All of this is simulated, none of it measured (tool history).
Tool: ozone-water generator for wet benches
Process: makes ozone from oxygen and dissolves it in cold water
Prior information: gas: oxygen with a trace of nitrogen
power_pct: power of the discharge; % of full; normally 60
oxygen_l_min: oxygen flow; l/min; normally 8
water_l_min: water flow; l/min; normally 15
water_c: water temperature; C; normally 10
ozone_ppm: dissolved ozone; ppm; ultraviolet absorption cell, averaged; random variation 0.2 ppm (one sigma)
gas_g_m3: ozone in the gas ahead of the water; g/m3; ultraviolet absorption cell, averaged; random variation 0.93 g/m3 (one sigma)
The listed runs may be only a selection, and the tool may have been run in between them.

run    hour  power_pct  oxygen_l_min  water_l_min  water_c  ozone_ppm  gas_g_m3
  1       0         60             8           15       10       27.2     153.7
  2      37         60             8           20       10       22.9     152.1
  3    68.3         60             8           20       10       22.7     152.8
  4   121.6         47             8           20       10       18.1     123.1
  5   162.5         47             8           20       10         18     123.3
  6   231.9         47             8           20       10       18.1     124.7
  7   275.7         87             8           15       10       36.4     211.8
  8   349.5         87             8           15       10       37.1     209.3
  9   385.1         87             8           15       10       37.4       210
 10   450.3         61             8           15       10         27     152.9
 11     482         61             8           15       10       26.9     154.5
 12   514.9         61             8           15       10       27.2     155.6
 13   586.7         61             8           15       10       27.1     153.8
 14     633         61             8           15       10       27.1     152.3
 15     698         60             8           17       10       24.6     152.1
 16     753         52             8           15       10       23.1     135.1
 17   819.8         52             8           15       10       23.4     134.2
 18   852.4         42             8           15       17       16.8     110.2
 19   912.7         60          5.96           15       11       27.9     185.8
 20     947         60          6.14            9       10       37.7     181.7
 21  1002.9         70          7.53           22       11       23.1     179.2
 22  1040.5         61          7.97           15        6       28.5     154.8
 23  1090.7         61          7.97           15        6       29.2     152.9
 24  1146.7         97          4.65           22        7       33.3     328.9
 25  1183.5         97          4.65           22        7       32.8     328.4
 26  1238.9         77             8           20       10       26.8     187.4
 27  1295.4         77           7.8           12       10       36.8     191.6
 28  1342.7         65             8           22       10       21.7       161
 29  1414.6         65             8           22       10       21.7     161.4

What does the tool deliver on the next run?
 30  1468.5         77         10.27           17       10          ?         ?

{"run 30": {"ozone_ppm": 27.9, "gas_g_m3": 156.6}}
With the hidden condition absent and the run-to-run variation left alone, this run would have shown ozone_ppm 31.6 ppm, gas_g_m3 165.1 g/m3.

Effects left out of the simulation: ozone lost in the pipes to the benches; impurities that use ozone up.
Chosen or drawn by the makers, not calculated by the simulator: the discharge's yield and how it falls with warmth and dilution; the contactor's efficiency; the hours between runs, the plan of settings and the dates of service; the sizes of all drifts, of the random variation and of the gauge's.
